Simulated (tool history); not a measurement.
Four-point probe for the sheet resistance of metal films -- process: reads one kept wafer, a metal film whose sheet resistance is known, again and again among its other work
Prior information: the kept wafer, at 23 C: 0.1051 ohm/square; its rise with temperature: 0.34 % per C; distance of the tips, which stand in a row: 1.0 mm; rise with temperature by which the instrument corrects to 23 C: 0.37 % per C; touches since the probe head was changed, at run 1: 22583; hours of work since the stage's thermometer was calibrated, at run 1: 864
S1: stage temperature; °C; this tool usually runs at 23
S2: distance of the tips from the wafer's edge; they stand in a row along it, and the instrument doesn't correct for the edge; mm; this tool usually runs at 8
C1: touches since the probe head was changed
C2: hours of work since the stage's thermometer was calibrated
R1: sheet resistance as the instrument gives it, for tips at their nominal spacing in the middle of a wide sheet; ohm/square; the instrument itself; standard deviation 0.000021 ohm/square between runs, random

Run 1, hour 0.0: usual settings; C1 22583; C2 864. Result: R1 0.105947 ohm/square.
Run 2, hour 103.6: usual settings; C1 27403; C2 928. Result: R1 0.105974 ohm/square.
Run 3, hour 209.9: usual settings; C1 32348; C2 994. Result: R1 0.105947 ohm/square.
Run 4, hour 293.5: usual settings but S2 22 mm; C1 36240; C2 1046. Result: R1 0.105190 ohm/square.
Run 5, hour 411.3: usual settings but S1 29 °C; C1 41721; C2 1119. Result: R1 0.105814 ohm/square.
Run 6, hour 470.7: usual settings but S2 30 mm; C1 44480; C2 1156. Result: R1 0.105154 ohm/square.
Run 7, hour 608.3: usual settings but S2 30 mm; C1 50882; C2 1241. Result: R1 0.105181 ohm/square.
Run 8, hour 677.9: usual settings but S2 30 mm; C1 54122; C2 1284. Result: R1 0.105183 ohm/square.
Run 9, hour 758.5: usual settings but S2 30 mm; C1 57872; C2 1334. Result: R1 0.105170 ohm/square.
Run 10, hour 858.2: usual settings but S1 28 °C; C1 62508; C2 1396. Result: R1 0.105841 ohm/square.
Run 11, hour 991.1: usual settings but S1 28 °C; C1 68692; C2 1478. Result: R1 0.105840 ohm/square.
Run 12, hour 1084.2: usual settings but S1 28 °C; C1 73024; C2 1536. Result: R1 0.105775 ohm/square.
Run 13, hour 1202.7: usual settings but S1 28 °C; C1 78540; C2 1609. Result: R1 0.105802 ohm/square.
Run 14, hour 1311.2: usual settings but S2 63 mm; C1 83587; C2 1677. Result: R1 0.105084 ohm/square.
At hour 1395.0: stage's thermometer calibrated.
Run 15, hour 1423.7: usual settings but S2 63 mm; C1 88795; C2 18. Result: R1 0.105127 ohm/square.
Run 16, hour 1482.2: usual settings but S2 30 mm; C1 91517; C2 54. Result: R1 0.105174 ohm/square.
Run 17, hour 1560.9: usual settings but S1 27 °C, S2 59 mm; C1 95179; C2 103. Result: R1 0.104993 ohm/square.
Run 18, hour 1647.5: usual settings but S1 25 °C, S2 4 mm; C1 99208; C2 156. Result: R1 0.108451 ohm/square.
Run 19, hour 1736.1: usual settings but S1 25 °C, S2 4 mm; C1 103331; C2 211. Result: R1 0.108461 ohm/square.
Run 20, hour 1867.3: usual settings but S1 28 °C, S2 67 mm; C1 109434; C2 293. Result: R1 0.104932 ohm/square.
Run 21, hour 1929.1: usual settings but S1 28 °C, S2 67 mm; C1 112311; C2 331. Result: R1 0.104930 ohm/square.
Run 22, hour 2033.8: usual settings but S1 28 °C, S2 5 mm; C1 117182; C2 396. Result: R1 0.107149 ohm/square.
Run 23, hour 2146.4: usual settings but S1 20 °C, S2 9 mm; C1 122422; C2 466. Result: R1 0.105888 ohm/square.
Run 24, hour 2208.0: usual settings but S1 28 °C, S2 9 mm; C1 125286; C2 504. Result: R1 0.105622 ohm/square.
Run 25, hour 2301.9: usual settings but S1 28 °C, S2 9 mm; C1 129656; C2 562. Result: R1 0.105631 ohm/square.
Run 26, hour 2372.8: usual settings but S1 28 °C, S2 9 mm; C1 132952; C2 606. Result: R1 0.105596 ohm/square.
Run 27, hour 2472.0: usual settings but S1 28 °C, S2 9 mm; C1 137569; C2 667. Result: R1 0.105649 ohm/square.
Run 28, hour 2528.3: usual settings but S1 19 °C, S2 47 mm; C1 140189; C2 702. Result: R1 0.105245 ohm/square.

3 ways to go on from here, each from the tool as it stands after run 28. What would each give?
Run A, hour 2622.7: usual settings but S1 20 °C, S2 13 mm; C1 144581; C2 761. Result: R1 ?.
Run B, hour 2622.7: usual settings but S1 34 °C, S2 16 mm; C1 144581; C2 761. Result: R1 ?.
Run C, hour 2622.7: usual settings but S1 20 °C, S2 6 mm; C1 144581; C2 761. Result: R1 ?.

run        R1
  A  0.105487
  B  0.104952
  C  0.106727
What these runs would have given with no unlogged condition in the tool:
run        R1
  A  0.105499
  B  0.104963
  C  0.106739
